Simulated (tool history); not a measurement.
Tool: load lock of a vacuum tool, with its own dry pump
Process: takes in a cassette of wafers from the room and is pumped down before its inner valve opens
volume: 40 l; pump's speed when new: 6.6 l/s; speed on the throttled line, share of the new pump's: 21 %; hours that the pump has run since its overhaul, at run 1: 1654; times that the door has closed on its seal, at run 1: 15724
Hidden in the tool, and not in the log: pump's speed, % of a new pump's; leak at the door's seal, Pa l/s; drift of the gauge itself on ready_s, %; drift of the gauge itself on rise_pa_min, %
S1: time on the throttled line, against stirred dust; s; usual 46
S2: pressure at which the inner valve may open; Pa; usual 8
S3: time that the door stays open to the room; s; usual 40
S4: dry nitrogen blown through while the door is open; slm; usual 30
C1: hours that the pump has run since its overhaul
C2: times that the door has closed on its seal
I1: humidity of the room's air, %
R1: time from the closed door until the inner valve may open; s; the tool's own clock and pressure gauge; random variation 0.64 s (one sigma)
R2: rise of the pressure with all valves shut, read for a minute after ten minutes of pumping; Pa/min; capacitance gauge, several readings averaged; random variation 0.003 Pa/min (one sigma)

Run 1, day 0.000: usual settings; C1 1654; C2 15724; I1 42.0. Result: R1 94.1 s, R2 0.014 Pa/min.
Run 2, day 7.904: usual settings; C1 1844; C2 16078; I1 42.6. Result: R1 94.2 s, R2 0.022 Pa/min.
Run 3, day 12.838: usual settings; C1 1963; C2 16298; I1 47.5. Result: R1 94.3 s, R2 0.016 Pa/min.
Run 4, day 18.446: usual settings; C1 2097; C2 16549; I1 43.3. Result: R1 95.0 s, R2 0.016 Pa/min.
Run 5, day 25.100: usual settings; C1 2257; C2 16846; I1 45.2. Result: R1 93.7 s, R2 0.013 Pa/min.
Run 6, day 32.750: usual settings; C1 2440; C2 17188; I1 47.3. Result: R1 93.8 s, R2 0.022 Pa/min.
Run 7, day 39.400: usual settings; C1 2600; C2 17486; I1 46.4. Result: R1 94.5 s, R2 0.017 Pa/min.
Run 8, day 46.383: usual settings; C1 2768; C2 17798; I1 44.2. Result: R1 93.1 s, R2 0.013 Pa/min.
Run 9, day 53.350: usual settings; C1 2935; C2 18109; I1 43.6. Result: R1 94.3 s, R2 0.014 Pa/min.
Run 10, day 61.621: usual settings; C1 3133; C2 18479; I1 46.1. Result: R1 94.0 s, R2 0.013 Pa/min.
Run 11, day 69.108: usual settings but S1 31 s; C1 3313; C2 18814; I1 45.6. Result: R1 82.0 s, R2 0.016 Pa/min.
Run 12, day 73.254: usual settings but S3 72 s; C1 3413; C2 18999; I1 43.5. Result: R1 95.1 s, R2 0.019 Pa/min.
Run 13, day 78.967: usual settings but S3 72 s; C1 3550; C2 19254; I1 43.7. Result: R1 94.2 s, R2 0.015 Pa/min.
Run 14, day 87.633: usual settings but S3 72 s; C1 3758; C2 19642; I1 45.7. Result: R1 93.1 s, R2 0.021 Pa/min.
Run 15, day 93.954: usual settings but S3 72 s; C1 3909; C2 19924; I1 44.8. Result: R1 94.0 s, R2 0.013 Pa/min.
Run 16, day 103.142: usual settings but S3 72 s; C1 4130; C2 20335; I1 40.4. Result: R1 95.0 s, R2 0.016 Pa/min.
Run 17, day 110.962: usual settings but S1 43 s; C1 4318; C2 20685; I1 46.2. Result: R1 91.6 s, R2 0.012 Pa/min.
Run 18, day 117.750: usual settings; C1 4480; C2 20988; I1 45.8. Result: R1 94.0 s, R2 0.018 Pa/min.
Run 19, day 126.754: usual settings but S1 59 s, S2 9 Pa, S3 174 s, S4 12 slm; C1 4697; C2 21390; I1 46.0. Result: R1 105.1 s, R2 0.057 Pa/min.
Run 20, day 135.646: usual settings but S1 79 s, S2 11 Pa, S3 174 s, S4 12 slm; C1 4910; C2 21788; I1 44.7. Result: R1 119.1 s, R2 0.057 Pa/min.
Run 21, day 145.121: usual settings but S1 26 s, S2 11 Pa, S3 42 s, S4 12 slm; C1 5137; C2 22212; I1 45.1. Result: R1 76.2 s, R2 0.025 Pa/min.
Run 22, day 154.621: usual settings but S3 146 s; C1 5365; C2 22636; I1 44.8. Result: R1 93.7 s, R2 0.031 Pa/min.
Run 23, day 161.538: usual settings but S1 26 s, S2 12 Pa, S3 65 s, S4 38 slm; C1 5531; C2 22945; I1 45.1. Result: R1 75.7 s, R2 0.013 Pa/min.
Run 24, day 168.738: usual settings but S1 33 s, S3 191 s, S4 7 slm; C1 5704; C2 23267; I1 44.9. Result: R1 84.1 s, R2 0.073 Pa/min.
Run 25, day 173.179: usual settings but S1 60 s, S3 191 s, S4 6 slm; C1 5811; C2 23466; I1 46.5. Result: R1 104.8 s, R2 0.080 Pa/min.
At day 181.208: door's seal changed, seat wiped.
Run 26, day 181.208: usual settings but S1 60 s, S3 191 s, S4 6 slm; C1 6002; C2 0; I1 41.3. Result: R1 105.2 s, R2 0.072 Pa/min.
Run 27, day 188.329: usual settings; C1 6173; C2 318; I1 42.3. Result: R1 95.2 s, R2 0.014 Pa/min.
Run 28, day 195.217: usual settings; C1 6338; C2 626; I1 42.3. Result: R1 94.9 s, R2 0.011 Pa/min.
Run 29, day 201.229: usual settings but S3 63 s; C1 6482; C2 895; I1 42.2. Result: R1 95.1 s, R2 0.009 Pa/min.
Run 30, day 208.362: usual settings but S3 63 s, S4 29 slm; C1 6654; C2 1214; I1 43.7. Result: R1 93.9 s, R2 0.019 Pa/min.
Run 31, day 213.996: usual settings but S3 69 s, S4 14 slm; C1 6789; C2 1466; I1 46.2. Result: R1 93.4 s, R2 0.024 Pa/min.
Run 32, day 220.400: usual settings but S1 39 s, S2 11 Pa, S3 171 s, S4 14 slm; C1 6943; C2 1752; I1 43.8. Result: R1 86.8 s, R2 0.051 Pa/min.
Run 33, day 224.450: usual settings but S1 39 s, S2 11 Pa, S3 171 s, S4 14 slm; C1 7040; C2 1933; I1 44.1. Result: R1 86.0 s, R2 0.039 Pa/min.
Run 34, day 230.138: usual settings but S2 11 Pa, S3 233 s; C1 7176; C2 2187; I1 44.1. Result: R1 91.4 s, R2 0.033 Pa/min.
Run 35, day 237.992: usual settings but S2 11 Pa, S3 233 s; C1 7365; C2 2538; I1 44.3. Result: R1 91.8 s, R2 0.035 Pa/min.
Run 36, day 245.975: usual settings but S2 11 Pa, S3 30 s, S4 26 slm; C1 7556; C2 2895; I1 45.0. Result: R1 92.5 s, R2 0.016 Pa/min.

4 ways to go on from here, each from the tool as it stands after run 36. What would each give?
Run A, day 252.892: usual settings but S1 34 s, S2 13 Pa, S4 14 slm; C1 7722; C2 3204; I1 44.1. Result: R1 ?, R2 ?.
Run B, day 252.892: usual settings but S2 15 Pa, S4 13 slm; C1 7722; C2 3204; I1 46.9. Result: R1 ?, R2 ?.
Run C, day 252.892: usual settings but S2 16 Pa, S3 30 s, S4 26 slm; C1 7722; C2 3204; I1 45.0. Result: R1 ?, R2 ?.
Run D, day 252.892: usual settings but S2 16 Pa; C1 7722; C2 3204; I1 44.8. Result: R1 ?, R2 ?.

run    R1     R2
  A  81.6  0.022
  B  89.2  0.023
  C  89.4  0.012
  D  89.2  0.014
Without the tool's hidden state the same runs would have given:
run    R1     R2
  A  81.5  0.021
  B  89.1  0.023
  C  89.3  0.012
  D  89.2  0.014

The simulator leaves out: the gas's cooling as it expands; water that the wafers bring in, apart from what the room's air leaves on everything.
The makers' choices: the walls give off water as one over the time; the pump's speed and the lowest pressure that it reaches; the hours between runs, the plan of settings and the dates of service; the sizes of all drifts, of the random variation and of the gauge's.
